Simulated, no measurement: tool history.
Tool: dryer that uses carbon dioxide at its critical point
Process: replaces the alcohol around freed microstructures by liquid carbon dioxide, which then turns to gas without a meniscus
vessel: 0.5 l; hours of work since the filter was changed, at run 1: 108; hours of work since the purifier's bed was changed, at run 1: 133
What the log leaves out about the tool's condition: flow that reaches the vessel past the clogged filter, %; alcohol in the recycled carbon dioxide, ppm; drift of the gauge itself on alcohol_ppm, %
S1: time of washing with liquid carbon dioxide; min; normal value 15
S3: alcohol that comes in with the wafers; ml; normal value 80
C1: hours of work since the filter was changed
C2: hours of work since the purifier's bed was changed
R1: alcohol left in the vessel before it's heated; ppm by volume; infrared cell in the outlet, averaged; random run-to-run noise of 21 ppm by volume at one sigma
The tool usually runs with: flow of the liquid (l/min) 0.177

Run 1, hour 0: usual settings; C1 108; C2 133. Result: R1 1449 ppm by volume.
Run 2, hour 6.8: usual settings; C1 110; C2 136. Result: R1 1501 ppm by volume.
Run 3, hour 15.4: usual settings; C1 113; C2 138. Result: R1 1489 ppm by volume.
Run 4, hour 22.5: usual settings; C1 115; C2 141. Result: R1 1478 ppm by volume.
Run 5, hour 28.7: usual settings; C1 117; C2 143. Result: R1 1444 ppm by volume.
Run 6, hour 36.5: usual settings but flow of the liquid (l/min) 0.115; C1 120; C2 145. Result: R1 7904 ppm by volume.
Run 7, hour 44.4: usual settings but flow of the liquid (l/min) 0.115; C1 122; C2 148. Result: R1 8106 ppm by volume.
Run 8, hour 54.1: usual settings but flow of the liquid (l/min) 0.115; C1 125; C2 151. Result: R1 8181 ppm by volume.
Run 9, hour 58.9: usual settings but S3 62 ml; C1 127; C2 153. Result: R1 1132 ppm by volume.
Run 10, hour 70.5: usual settings but flow of the liquid (l/min) 0.151; C1 131; C2 156. Result: R1 3046 ppm by volume.
Run 11, hour 78.3: usual settings; C1 133; C2 159. Result: R1 1478 ppm by volume.
Run 12, hour 85.3: usual settings but S1 20 min, flow of the liquid (l/min) 0.126; C1 136; C2 161. Result: R1 2030 ppm by volume.
Run 13, hour 97.2: usual settings but flow of the liquid (l/min) 0.188; C1 139; C2 165. Result: R1 1132 ppm by volume.
Run 14, hour 104.8: usual settings but S1 10 min, flow of the liquid (l/min) 0.279; C1 142; C2 168. Result: R1 1045 ppm by volume.
Run 15, hour 116.1: usual settings but S1 16 min, flow of the liquid (l/min) 0.141, S3 31 ml; C1 146; C2 171. Result: R1 1206 ppm by volume.
Run 16, hour 124.2: usual settings but S1 16 min, flow of the liquid (l/min) 0.141, S3 31 ml; C1 148; C2 174. Result: R1 1235 ppm by volume.
Run 17, hour 131.5: usual settings but S1 14 min, flow of the liquid (l/min) 0.136, S3 72 ml; C1 151; C2 176. Result: R1 5275 ppm by volume.
Run 18, hour 139.5: usual settings but S1 14 min, flow of the liquid (l/min) 0.136, S3 72 ml; C1 153; C2 179. Result: R1 5287 ppm by volume.
Run 19, hour 144.8: usual settings but flow of the liquid (l/min) 0.131, S3 40 ml; C1 155; C2 181. Result: R1 2727 ppm by volume.
Run 20, hour 156: usual settings but S1 14 min, flow of the liquid (l/min) 0.203, S3 118 ml; C1 159; C2 184. Result: R1 1545 ppm by volume.
Run 21, hour 165.4: usual settings but flow of the liquid (l/min) 0.118; C1 162; C2 187. Result: R1 7463 ppm by volume.
Run 22, hour 174.9: usual settings but S1 10 min, S3 84 ml; C1 165; C2 190. Result: R1 7638 ppm by volume.

Pick out some run-to-run changes in R1. Of each, how much would a tool without hidden state show as well, from the settings, what came in and chance, and how much is left for the hidden state and any gauge scatter not in both results compared?
Run 5 -> 6: flow of the liquid (l/min) 0.177 -> 0.115. R1 +6460 ppm by volume: hidden state +357, all else +6103.
Run 8 -> 9: flow of the liquid (l/min) 0.115 -> 0.177, S3 80 -> 62. R1 -7049 ppm by volume: hidden state -422, all else -6627.
Run 20 -> 21: S1 14 -> 15, flow of the liquid (l/min) 0.203 -> 0.118, S3 118 -> 80. R1 +5918 ppm by volume: hidden state +436, all else +5482.

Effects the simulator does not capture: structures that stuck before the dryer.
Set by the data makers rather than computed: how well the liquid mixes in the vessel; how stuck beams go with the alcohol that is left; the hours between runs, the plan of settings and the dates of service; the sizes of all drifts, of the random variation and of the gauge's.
